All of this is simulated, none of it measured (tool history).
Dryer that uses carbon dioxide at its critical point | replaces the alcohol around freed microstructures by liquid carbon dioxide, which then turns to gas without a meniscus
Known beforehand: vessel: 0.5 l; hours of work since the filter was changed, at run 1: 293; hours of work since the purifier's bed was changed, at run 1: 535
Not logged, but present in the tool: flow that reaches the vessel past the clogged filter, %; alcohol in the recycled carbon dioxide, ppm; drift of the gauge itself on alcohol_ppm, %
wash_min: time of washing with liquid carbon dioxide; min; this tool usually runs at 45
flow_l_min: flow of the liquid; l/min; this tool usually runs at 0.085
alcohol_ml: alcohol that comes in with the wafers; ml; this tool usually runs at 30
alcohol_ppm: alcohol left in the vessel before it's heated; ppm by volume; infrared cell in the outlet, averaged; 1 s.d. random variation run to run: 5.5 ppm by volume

run	hour	wash_min	flow_l_min	alcohol_ml	hours of work since the filter was changed	hours of work since the purifier's bed was changed	alcohol_ppm
1	0	45	0.085	30	293	535	502
2	29.7	45	0.085	30	312	555	520
3	66.1	45	0.085	30	335	578	548
# hour 71.8: inlet filter changed
4	87.8	45	0.085	30	10	591	368
5	115.9	45	0.085	30	28	610	382
6	149.9	45	0.085	30	50	632	404
7	175	45	0.085	30	67	648	417
8	196.4	45	0.085	30	80	662	426
9	226.2	45	0.085	30	100	681	428
10	246.2	45	0.085	24	113	694	416
11	271.1	45	0.085	24	129	710	422
12	288.7	45	0.085	24	140	721	438
13	324.7	44	0.085	24	163	744	486
14	349.3	71	0.085	27	179	760	291
# hour 376.3: purifier's bed changed
15	379.8	32	0.084	98	197	2	4069
16	410.8	58	0.0826	30	217	22	88
17	441.4	58	0.0561	47	237	42	1109
18	469.8	58	0.0561	47	255	60	1159
19	506.6	66	0.1112	82	279	84	40
20	533.2	66	0.0943	23	296	101	53
21	554.2	66	0.0943	23	310	115	61
22	572.8	31	0.1443	59	322	127	272
23	591.5	61	0.1289	72	334	139	59
# hour 599.6: inlet filter changed
24	615.1	62	0.0836	99	10	154	119
25	631.1	62	0.0836	99	20	164	130

Here are 5 independent what-if runs from the current tool condition. What would each one return?
A	655.6	56	0.1428	33	36	180	?
B	655.6	45	0.085	50	36	180	?
C	655.6	45	0.085	61	36	180	?
D	655.6	51	0.1101	38	36	180	?
E	655.6	30	0.0836	99	36	180	?

run	alcohol_ppm
A	71
B	329
C	395
D	85
E	4010
Take away the tool's hidden state, keep each run's random variation, and the runs would have read:
run	alcohol_ppm
A	1
B	237
C	296
D	15
E	3685
